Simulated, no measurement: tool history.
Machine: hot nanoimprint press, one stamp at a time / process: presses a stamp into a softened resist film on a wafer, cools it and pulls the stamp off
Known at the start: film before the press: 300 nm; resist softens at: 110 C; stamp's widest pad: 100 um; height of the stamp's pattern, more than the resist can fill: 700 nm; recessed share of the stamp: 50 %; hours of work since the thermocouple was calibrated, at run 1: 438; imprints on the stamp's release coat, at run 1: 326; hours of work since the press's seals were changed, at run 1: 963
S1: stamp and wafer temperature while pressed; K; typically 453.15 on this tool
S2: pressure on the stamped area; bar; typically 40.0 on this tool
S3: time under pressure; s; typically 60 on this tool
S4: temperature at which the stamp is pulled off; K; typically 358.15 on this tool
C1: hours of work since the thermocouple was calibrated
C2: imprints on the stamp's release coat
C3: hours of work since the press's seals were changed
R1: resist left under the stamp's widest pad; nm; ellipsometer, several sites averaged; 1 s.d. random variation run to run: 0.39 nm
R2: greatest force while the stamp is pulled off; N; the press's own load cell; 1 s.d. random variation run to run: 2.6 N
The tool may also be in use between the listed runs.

run	hour	S1	S2	S3	S4	C1	C2	C3	R1	R2
1	0.0	453.15	40.0	60	358.15	438	326	963	170.9	221
2	76.1	453.15	40.0	60	358.15	494	567	1019	170.9	245
# hour 94.6: plate thermocouple calibrated
3	116.1	453.15	51.7	60	358.15	16	684	1046	159.5	252
# hour 134.9: stamp cleaned and given a new release coat
4	181.5	453.15	51.7	60	358.15	59	148	1089	159.9	221
5	223.6	453.15	35.4	60	358.15	89	281	1119	186.6	227
6	263.9	452.15	35.8	62	344.15	119	409	1149	190.5	263
7	318.4	452.15	35.8	62	344.15	158	582	1188	189.3	278
# hour 367.2: stamp cleaned and given a new release coat
8	384.6	452.15	35.8	62	344.15	202	55	1232	188.7	246
# hour 428.8: press's hydraulic seals changed and the load cell set to zero
9	464.5	453.15	40.0	36	358.15	254	283	26	195.6	224
10	502.2	444.15	40.0	101	358.15	282	402	53	197.3	228

4 ways to go on from here, each from the tool as it stands after run 10. What would each give?
A	572.6	444.15	40.0	49	358.15	333	626	105	?	?
B	572.6	453.15	40.0	100	358.15	333	626	105	?	?
C	572.6	453.15	54.1	95	358.15	333	626	105	?	?
D	572.6	453.15	24.6	60	358.15	333	626	105	?	?

run	R1	R2
A	232.2	236
B	144.2	246
C	125.0	245
D	207.0	249
Take away the tool's hidden state, keep each run's random variation, and the runs would have read:
run	R1	R2
A	234.9	202
B	146.8	211
C	127.2	210
D	209.8	214
